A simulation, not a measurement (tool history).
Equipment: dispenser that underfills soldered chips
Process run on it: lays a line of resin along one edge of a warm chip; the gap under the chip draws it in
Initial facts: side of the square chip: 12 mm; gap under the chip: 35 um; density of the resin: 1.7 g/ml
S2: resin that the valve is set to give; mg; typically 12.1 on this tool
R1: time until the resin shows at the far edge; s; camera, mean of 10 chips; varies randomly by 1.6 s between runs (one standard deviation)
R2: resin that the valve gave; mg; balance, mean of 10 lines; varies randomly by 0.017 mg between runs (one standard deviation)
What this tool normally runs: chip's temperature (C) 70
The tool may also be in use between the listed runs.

run 1 hour=0.0 | chip's_temperature_(C)=70 S2=12.1 | R1=179.7 R2=11.95
run 2 hour=3.6 | chip's_temperature_(C)=70 S2=12.1 | R1=204.9 R2=11.95
run 3 hour=7.7 | chip's_temperature_(C)=60 S2=12.1 | R1=382.9 R2=11.88
-- hour=10.8 new syringe of resin
run 4 hour=11.6 | chip's_temperature_(C)=60 S2=12.1 | R1=275.8 R2=11.90
run 5 hour=15.7 | chip's_temperature_(C)=70 S2=12.1 | R1=192.8 R2=11.88
run 6 hour=19.3 | chip's_temperature_(C)=70 S2=12.1 | R1=219.7 R2=11.88
run 7 hour=23.4 | chip's_temperature_(C)=59 S2=12.1 | R1=436.3 R2=11.82
-- hour=24.9 new syringe of resin
run 8 hour=28.6 | chip's_temperature_(C)=70 S2=12.1 | R1=178.1 R2=11.84
run 9 hour=31.4 | chip's_temperature_(C)=59 S2=12.1 | R1=345.7 R2=11.84
run 10 hour=33.8 | chip's_temperature_(C)=75 S2=12.1 | R1=173.0 R2=11.83
-- hour=39.2 dispensing valve cleaned and set on the balance
-- hour=40.2 new syringe of resin
run 11 hour=40.2 | chip's_temperature_(C)=84 S2=12.1 | R1=83.1 R2=12.10
run 12 hour=43.5 | chip's_temperature_(C)=70 S2=12.1 | R1=176.9 R2=12.08
run 13 hour=45.8 | chip's_temperature_(C)=70 S2=12.1 | R1=195.1 R2=12.06
run 14 hour=50.3 | chip's_temperature_(C)=70 S2=12.1 | R1=227.2 R2=12.03
run 15 hour=53.3 | chip's_temperature_(C)=70 S2=12.1 | R1=255.1 R2=12.03
-- hour=54.1 new syringe of resin
run 16 hour=56.3 | chip's_temperature_(C)=70 S2=12.1 | R1=179.2 R2=12.04
run 17 hour=59.3 | chip's_temperature_(C)=70 S2=12.1 | R1=199.8 R2=12.00
run 18 hour=61.9 | chip's_temperature_(C)=70 S2=12.1 | R1=213.3 R2=11.98
run 19 hour=67.1 | chip's_temperature_(C)=70 S2=12.1 | R1=257.8 R2=12.00
-- hour=68.0 new syringe of resin
run 20 hour=72.1 | chip's_temperature_(C)=59 S2=10.4 | R1=344.2 R2=10.30
run 21 hour=75.2 | chip's_temperature_(C)=59 S2=10.4 | R1=377.2 R2=10.28
run 22 hour=78.9 | chip's_temperature_(C)=64 S2=13.0 | R1=315.4 R2=12.83
run 23 hour=81.5 | chip's_temperature_(C)=79 S2=15.7 | R1=168.1 R2=15.48
-- hour=82.1 new syringe of resin
run 24 hour=84.9 | chip's_temperature_(C)=77 S2=14.2 | R1=126.7 R2=14.01
run 25 hour=87.5 | chip's_temperature_(C)=77 S2=14.2 | R1=139.6 R2=13.96
run 26 hour=89.6 | chip's_temperature_(C)=77 S2=15.7 | R1=148.5 R2=15.46
run 27 hour=92.5 | chip's_temperature_(C)=57 S2=15.7 | R1=433.0 R2=15.44
run 28 hour=94.7 | chip's_temperature_(C)=75 S2=10.6 | R1=212.9 R2=10.44
-- hour=96.0 new syringe of resin
run 29 hour=99.0 | chip's_temperature_(C)=61 S2=12.7 | R1=277.3 R2=12.43
run 30 hour=103.6 | chip's_temperature_(C)=61 S2=12.7 | R1=332.3 R2=12.45
run 31 hour=108.1 | chip's_temperature_(C)=61 S2=12.7 | R1=387.4 R2=12.45
-- hour=110.0 new syringe of resin
run 32 hour=113.3 | chip's_temperature_(C)=61 S2=12.7 | R1=285.8 R2=12.40
-- hour=116.8 dispensing valve cleaned and set on the balance
run 33 hour=117.7 | chip's_temperature_(C)=70 S2=13.0 | R1=213.7 R2=12.99
run 34 hour=122.2 | chip's_temperature_(C)=78 S2=15.3 | R1=168.3 R2=15.25
-- hour=125.0 new syringe of resin
run 35 hour=126.9 | chip's_temperature_(C)=77 S2=10.7 | R1=132.3 R2=10.68

Each run again, without the hidden state but with its own random variation kept:
Hidden state present: resin's viscosity, % of fresh resin's; dose that the valve gives, % of what is set; true chip temperature over the reading, C; drift of the gauge itself on fill_s, %; drift of the gauge itself on given_mg, %.
run=1 R1=156.1 R2=12.11
run=2 R1=156.3 R2=12.11
run=3 R1=252.0 R2=12.07
run=4 R1=254.5 R2=12.10
run=5 R1=154.3 R2=12.10
run=6 R1=154.7 R2=12.11
run=7 R1=264.2 R2=12.07
run=8 R1=151.8 R2=12.11
run=9 R1=266.4 R2=12.12
run=10 R1=122.7 R2=12.12
run=11 R1=80.7 R2=12.10
run=12 R1=152.3 R2=12.09
run=13 R1=154.8 R2=12.08
run=14 R1=153.4 R2=12.07
run=15 R1=154.3 R2=12.08
run=16 R1=156.0 R2=12.11
run=17 R1=156.3 R2=12.08
run=18 R1=152.4 R2=12.07
run=19 R1=152.8 R2=12.11
run=20 R1=279.9 R2=10.41
run=21 R1=275.0 R2=10.40
run=22 R1=202.0 R2=13.00
run=23 R1=98.8 R2=15.70
run=24 R1=108.8 R2=14.23
run=25 R1=109.4 R2=14.19
run=26 R1=107.9 R2=15.73
run=27 R1=281.2 R2=15.72
run=28 R1=127.7 R2=10.63
run=29 R1=237.0 R2=12.69
run=30 R1=241.4 R2=12.72
run=31 R1=239.4 R2=12.74
run=32 R1=232.1 R2=12.71
run=33 R1=155.3 R2=12.99
run=34 R1=104.4 R2=15.28
run=35 R1=115.5 R2=10.71

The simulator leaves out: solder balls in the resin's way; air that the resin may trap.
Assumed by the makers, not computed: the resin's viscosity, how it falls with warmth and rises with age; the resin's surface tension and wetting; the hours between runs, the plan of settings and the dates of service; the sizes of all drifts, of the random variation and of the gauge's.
